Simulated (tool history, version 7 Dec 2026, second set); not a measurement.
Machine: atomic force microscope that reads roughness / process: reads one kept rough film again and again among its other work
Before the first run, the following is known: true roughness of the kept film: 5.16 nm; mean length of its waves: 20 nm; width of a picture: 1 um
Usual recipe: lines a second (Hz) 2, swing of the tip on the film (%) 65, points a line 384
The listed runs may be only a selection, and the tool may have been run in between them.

| run | hour | lines a second (Hz) | swing of the tip on the film (%) | points a line | roughness of the kept film (nm (root mean square)) |
|---|---|---|---|---|---|
| 1 | 0 | 2 | 65 | 384 | 3.439 |
|  | 8.1 | new tip fitted |
| 2 | 27.4 | 2 | 65 | 883 | 3.48 |
| 3 | 72.2 | 2 | 65 | 656 | 3.483 |
| 4 | 101.7 | 2 | 65 | 384 | 3.434 |
|  | 118 | new tip fitted |
| 5 | 153.6 | 2 | 65 | 384 | 3.47 |
| 6 | 196.6 | 2 | 85 | 384 | 3.005 |
|  | 227 | new tip fitted |
| 7 | 250.6 | 2 | 85 | 384 | 3.032 |
| 8 | 288.6 | 2 | 65 | 384 | 3.426 |
|  | 335.8 | new tip fitted |
| 9 | 340.2 | 2 | 65 | 384 | 3.467 |
| 10 | 373 | 2 | 65 | 384 | 3.44 |
| 11 | 412.2 | 2 | 65 | 384 | 3.452 |
|  | 443.9 | new tip fitted |
| 12 | 450.4 | 2 | 65 | 384 | 3.448 |
| 13 | 476.7 | 2 | 65 | 384 | 3.475 |
| 14 | 522.3 | 2 | 81 | 384 | 3.148 |
|  | 552.8 | new tip fitted |
| 15 | 571.6 | 2 | 81 | 384 | 3.128 |
| 16 | 607.9 | 2 | 65 | 384 | 3.449 |
| 17 | 639.7 | 2 | 65 | 384 | 3.451 |
|  | 661.8 | new tip fitted |
| 18 | 680.5 | 1.91 | 65 | 384 | 3.493 |
| 19 | 723.1 | 1.91 | 65 | 384 | 3.449 |
| 20 | 763.1 | 2.74 | 65 | 384 | 3.346 |
|  | 771.8 | new tip fitted |
| 21 | 785.9 | 2.74 | 65 | 384 | 3.372 |
| 22 | 834.8 | 2.74 | 65 | 384 | 3.327 |
|  | 881.6 | new tip fitted |
| 23 | 881.6 | 3.47 | 60 | 384 | 3.428 |
| 24 | 906.8 | 3.47 | 60 | 266 | 3.322 |
| 25 | 933.9 | 3.47 | 71 | 574 | 3.156 |
| 26 | 972.4 | 3.47 | 71 | 574 | 3.153 |
|  | 990 | new tip fitted |
| 27 | 1008.7 | 2 | 65 | 868 | 3.535 |
| 28 | 1038.5 | 0.53 | 65 | 384 | 3.652 |
| 29 | 1092 | 1.28 | 58 | 407 | 3.607 |
|  | 1099.9 | new tip fitted |
| 30 | 1135.2 | 1.28 | 58 | 407 | 3.614 |
| 31 | 1175.9 | 2 | 69 | 744 | 3.405 |
|  | 1207.9 | new tip fitted |
| 32 | 1209.2 | 0.93 | 60 | 843 | 3.681 |
| 33 | 1258.2 | 0.93 | 60 | 843 | 3.683 |
| 34 | 1305.2 | 0.67 | 84 | 926 | 3.524 |
|  | 1315.8 | new tip fitted |
| 35 | 1339 | 0.67 | 83 | 426 | 3.493 |
| 36 | 1366.6 | 1.44 | 56 | 1011 | 3.679 |
| 37 | 1416.3 | 0.63 | 74 | 1011 | 3.611 |
|  | 1424.3 | new tip fitted |
| 38 | 1464.3 | 0.63 | 74 | 1011 | 3.626 |
| 39 | 1514.1 | 1.02 | 86 | 943 | 3.353 |

Below are 5 alternative next runs, each starting from the tool's condition after run 39. Predict each:
|  | 1535.5 | new tip fitted |
| A | 1568.5 | 1.02 | 86 | 273 | ? |
|  | 1535.5 | new tip fitted |
| B | 1568.5 | 0.76 | 86 | 352 | ? |
|  | 1535.5 | new tip fitted |
| C | 1568.5 | 1.28 | 65 | 420 | ? |
|  | 1535.5 | new tip fitted |
| D | 1568.5 | 2 | 86 | 965 | ? |
|  | 1535.5 | new tip fitted |
| E | 1568.5 | 0.57 | 64 | 375 | ? |

| run | roughness of the kept film (nm (root mean square)) |
|---|---|
| A | 3.244 |
| B | 3.382 |
| C | 3.565 |
| D | 3.044 |
| E | 3.66 |
With the hidden condition removed and each run's random variation left untouched, the same runs would have given:
| run | roughness of the kept film (nm (root mean square)) |
|---|---|
| A | 3.25 |
| B | 3.389 |
| C | 3.572 |
| D | 3.05 |
| E | 3.668 |
